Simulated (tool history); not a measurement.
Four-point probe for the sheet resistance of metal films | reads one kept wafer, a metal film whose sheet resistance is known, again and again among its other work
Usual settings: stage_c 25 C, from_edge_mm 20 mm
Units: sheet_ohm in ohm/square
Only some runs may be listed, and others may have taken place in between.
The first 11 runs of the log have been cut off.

run 12 hour=624.3 | stage_c=18 from_edge_mm=20 | sheet_ohm=7.780334
run 13 hour=690.3 | stage_c=18 from_edge_mm=20 | sheet_ohm=7.779214
run 14 hour=739.9 | stage_c=18 from_edge_mm=10 | sheet_ohm=7.809528
run 15 hour=793.7 | stage_c=18 from_edge_mm=10 | sheet_ohm=7.807373
run 16 hour=832.7 | stage_c=18 from_edge_mm=10 | sheet_ohm=7.803034
run 17 hour=894.4 | stage_c=21 from_edge_mm=20 | sheet_ohm=7.751708
run 18 hour=933.8 | stage_c=21 from_edge_mm=9 | sheet_ohm=7.791933
run 19 hour=984.1 | stage_c=23 from_edge_mm=6 | sheet_ohm=7.842404
run 20 hour=1047.3 | stage_c=23 from_edge_mm=6 | sheet_ohm=7.842381
-- hour=1052.8 stage's thermometer calibrated
run 21 hour=1097.7 | stage_c=30 from_edge_mm=4 | sheet_ohm=7.943767
run 22 hour=1132.1 | stage_c=23 from_edge_mm=9 | sheet_ohm=7.777198
run 23 hour=1168.6 | stage_c=23 from_edge_mm=9 | sheet_ohm=7.775991
run 24 hour=1239.6 | stage_c=19 from_edge_mm=57 | sheet_ohm=7.74138
run 25 hour=1291.8 | stage_c=19 from_edge_mm=57 | sheet_ohm=7.739112
run 26 hour=1333.9 | stage_c=23 from_edge_mm=17 | sheet_ohm=7.733004
-- hour=1371.7 stage's thermometer calibrated, once more
run 27 hour=1401.2 | stage_c=25 from_edge_mm=8 | sheet_ohm=7.760514
run 28 hour=1431.8 | stage_c=24 from_edge_mm=73 | sheet_ohm=7.695861
run 29 hour=1476.3 | stage_c=23 from_edge_mm=3 | sheet_ohm=8.133705
run 30 hour=1538.9 | stage_c=28 from_edge_mm=11 | sheet_ohm=7.709009
run 31 hour=1608.5 | stage_c=22 from_edge_mm=7 | sheet_ohm=7.786425
run 32 hour=1646.7 | stage_c=26 from_edge_mm=14 | sheet_ohm=7.701272

Branching from run 32: 4 alternative next runs. What would each branch give?
run A hour=1692.3 | stage_c=31 from_edge_mm=20 | sheet_ohm=?
run B hour=1692.3 | stage_c=33 from_edge_mm=4 | sheet_ohm=?
run C hour=1692.3 | stage_c=20 from_edge_mm=18 | sheet_ohm=?
run D hour=1692.3 | stage_c=35 from_edge_mm=8 | sheet_ohm=?

run=A sheet_ohm=7.664223
run=B sheet_ohm=7.895099
run=C sheet_ohm=7.717851
run=D sheet_ohm=7.695769
Had the tool no hidden state, the same runs would have come out as:
run=A sheet_ohm=7.713068
run=B sheet_ohm=7.945294
run=C sheet_ohm=7.766982
run=D sheet_ohm=7.744806
